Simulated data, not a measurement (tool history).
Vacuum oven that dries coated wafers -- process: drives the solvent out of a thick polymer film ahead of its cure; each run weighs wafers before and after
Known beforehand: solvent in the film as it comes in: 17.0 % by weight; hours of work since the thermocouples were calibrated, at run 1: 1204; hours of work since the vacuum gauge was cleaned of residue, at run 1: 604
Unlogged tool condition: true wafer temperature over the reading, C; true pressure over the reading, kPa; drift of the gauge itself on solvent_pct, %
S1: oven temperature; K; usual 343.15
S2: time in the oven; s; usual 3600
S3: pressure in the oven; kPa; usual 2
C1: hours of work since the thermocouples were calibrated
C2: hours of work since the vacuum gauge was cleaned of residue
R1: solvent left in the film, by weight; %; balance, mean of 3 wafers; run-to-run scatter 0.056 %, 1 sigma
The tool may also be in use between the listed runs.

{"run": 1, "hour": 0.0, "S1": 343.15, "S2": 3600, "S3": 2, "C1": 1204, "C2": 604, "R1": 2.89}
{"hour": 11.7, "done": "oven's thermocouples calibrated"}
{"run": 2, "hour": 22.7, "S1": 342.15, "S2": 3600, "S3": 2, "C1": 5, "C2": 613, "R1": 2.9}
{"run": 3, "hour": 47.3, "S1": 342.15, "S2": 3600, "S3": 2, "C1": 16, "C2": 624, "R1": 2.81}
{"run": 4, "hour": 75.0, "S1": 343.15, "S2": 2400, "S3": 2, "C1": 28, "C2": 636, "R1": 3.65}
{"run": 5, "hour": 96.3, "S1": 343.15, "S2": 4140, "S3": 2, "C1": 37, "C2": 645, "R1": 2.39}
{"run": 6, "hour": 132.8, "S1": 343.15, "S2": 4140, "S3": 2, "C1": 53, "C2": 661, "R1": 2.4}
{"run": 7, "hour": 168.3, "S1": 343.15, "S2": 4140, "S3": 2, "C1": 69, "C2": 677, "R1": 2.36}
{"run": 8, "hour": 187.2, "S1": 343.15, "S2": 2100, "S3": 2, "C1": 77, "C2": 685, "R1": 4.1}
{"run": 9, "hour": 223.2, "S1": 343.15, "S2": 2400, "S3": 2, "C1": 93, "C2": 701, "R1": 3.73}
{"run": 10, "hour": 254.9, "S1": 343.15, "S2": 2400, "S3": 2, "C1": 107, "C2": 715, "R1": 3.67}
{"run": 11, "hour": 281.4, "S1": 343.15, "S2": 2400, "S3": 2, "C1": 119, "C2": 726, "R1": 3.66}
{"run": 12, "hour": 300.9, "S1": 343.15, "S2": 3600, "S3": 4.15, "C1": 127, "C2": 735, "R1": 4.48}
{"run": 13, "hour": 316.7, "S1": 343.15, "S2": 3600, "S3": 4.15, "C1": 134, "C2": 742, "R1": 4.46}
{"run": 14, "hour": 341.6, "S1": 350.15, "S2": 3600, "S3": 2, "C1": 145, "C2": 753, "R1": 1.5}
{"run": 15, "hour": 365.6, "S1": 350.15, "S2": 3600, "S3": 2, "C1": 156, "C2": 763, "R1": 1.58}
{"run": 16, "hour": 391.1, "S1": 350.15, "S2": 3600, "S3": 2, "C1": 167, "C2": 775, "R1": 1.56}
{"run": 17, "hour": 426.4, "S1": 350.15, "S2": 3600, "S3": 2, "C1": 182, "C2": 790, "R1": 1.59}
{"run": 18, "hour": 462.1, "S1": 343.15, "S2": 3600, "S3": 2, "C1": 198, "C2": 806, "R1": 2.57}
{"run": 19, "hour": 488.7, "S1": 343.15, "S2": 3600, "S3": 2, "C1": 210, "C2": 818, "R1": 2.8}
{"run": 20, "hour": 513.0, "S1": 343.15, "S2": 3600, "S3": 2, "C1": 220, "C2": 828, "R1": 2.7}
{"run": 21, "hour": 535.6, "S1": 343.15, "S2": 3600, "S3": 2, "C1": 230, "C2": 838, "R1": 2.68}
{"run": 22, "hour": 568.2, "S1": 341.15, "S2": 2280, "S3": 2, "C1": 245, "C2": 853, "R1": 4.66}
{"run": 23, "hour": 604.2, "S1": 341.15, "S2": 2280, "S3": 2, "C1": 261, "C2": 868, "R1": 4.7}
{"run": 24, "hour": 623.9, "S1": 341.15, "S2": 4260, "S3": 6.68, "C1": 269, "C2": 877, "R1": 7.19}
{"run": 25, "hour": 648.1, "S1": 346.15, "S2": 5940, "S3": 6.02, "C1": 280, "C2": 888, "R1": 5.09}
{"hour": 651.6, "done": "vacuum gauge cleaned of residue and calibrated"}
{"run": 26, "hour": 685.8, "S1": 343.15, "S2": 4260, "S3": 4.1, "C1": 296, "C2": 15, "R1": 4.44}
{"run": 27, "hour": 704.0, "S1": 335.15, "S2": 2340, "S3": 1.08, "C1": 304, "C2": 23, "R1": 6.41}
{"run": 28, "hour": 737.9, "S1": 335.15, "S2": 4020, "S3": 1.08, "C1": 319, "C2": 38, "R1": 4.06}
{"run": 29, "hour": 768.9, "S1": 340.15, "S2": 2820, "S3": 2.68, "C1": 332, "C2": 52, "R1": 5.05}
{"run": 30, "hour": 788.4, "S1": 340.15, "S2": 2820, "S3": 2.68, "C1": 341, "C2": 60, "R1": 5.04}
{"run": 31, "hour": 824.9, "S1": 355.15, "S2": 3600, "S3": 1.48, "C1": 357, "C2": 76, "R1": 1.12}
{"run": 32, "hour": 840.3, "S1": 353.15, "S2": 3480, "S3": 4.18, "C1": 364, "C2": 83, "R1": 2.79}
{"run": 33, "hour": 864.3, "S1": 343.15, "S2": 3600, "S3": 2.54, "C1": 374, "C2": 94, "R1": 3.41}
{"hour": 867.6, "done": "vacuum gauge cleaned of residue and calibrated, once more"}
{"run": 34, "hour": 888.6, "S1": 343.15, "S2": 3600, "S3": 2.54, "C1": 384, "C2": 9, "R1": 2.95}
{"run": 35, "hour": 917.9, "S1": 343.15, "S2": 3600, "S3": 2.54, "C1": 397, "C2": 22, "R1": 2.94}
{"run": 36, "hour": 934.7, "S1": 337.15, "S2": 6300, "S3": 2, "C1": 405, "C2": 30, "R1": 2.92}
{"run": 37, "hour": 965.1, "S1": 343.15, "S2": 3480, "S3": 1.75, "C1": 418, "C2": 43, "R1": 2.44}
{"run": 38, "hour": 982.7, "S1": 343.15, "S2": 3480, "S3": 1.75, "C1": 426, "C2": 51, "R1": 2.39}
{"run": 39, "hour": 1009.3, "S1": 337.15, "S2": 3060, "S3": 1.75, "C1": 437, "C2": 62, "R1": 4.65}
{"run": 40, "hour": 1035.2, "S1": 332.15, "S2": 2100, "S3": 2.98, "C1": 449, "C2": 74, "R1": 9.32}
{"run": 41, "hour": 1057.6, "S1": 342.15, "S2": 5100, "S3": 1.34, "C1": 459, "C2": 84, "R1": 1.56}

How the hidden state differs across the entries between the runs, from the last listed run before each to the first after it:
Runs 1 to 2: oven's thermocouples calibrated (hour 11.7)
  true wafer temperature over the reading, C: -1.16 -> 0.3; true pressure over the reading, kPa: 0.175 -> 0.177
  measured minus no-state result, R1: +0.43 -> +0.08 %
Runs 25 to 26: vacuum gauge cleaned of residue and calibrated (hour 651.6)
  true wafer temperature over the reading, C: 0.07 -> 0.05; true pressure over the reading, kPa: 0.258 -> 0.442
  measured minus no-state result, R1: +0.19 -> +0.38 %
Runs 33 to 34: vacuum gauge cleaned of residue and calibrated, once more (hour 867.6)
  true wafer temperature over the reading, C: -0.01 -> -0.02; true pressure over the reading, kPa: 0.466 -> 0.015
  measured minus no-state result, R1: +0.4 -> +0.01 %
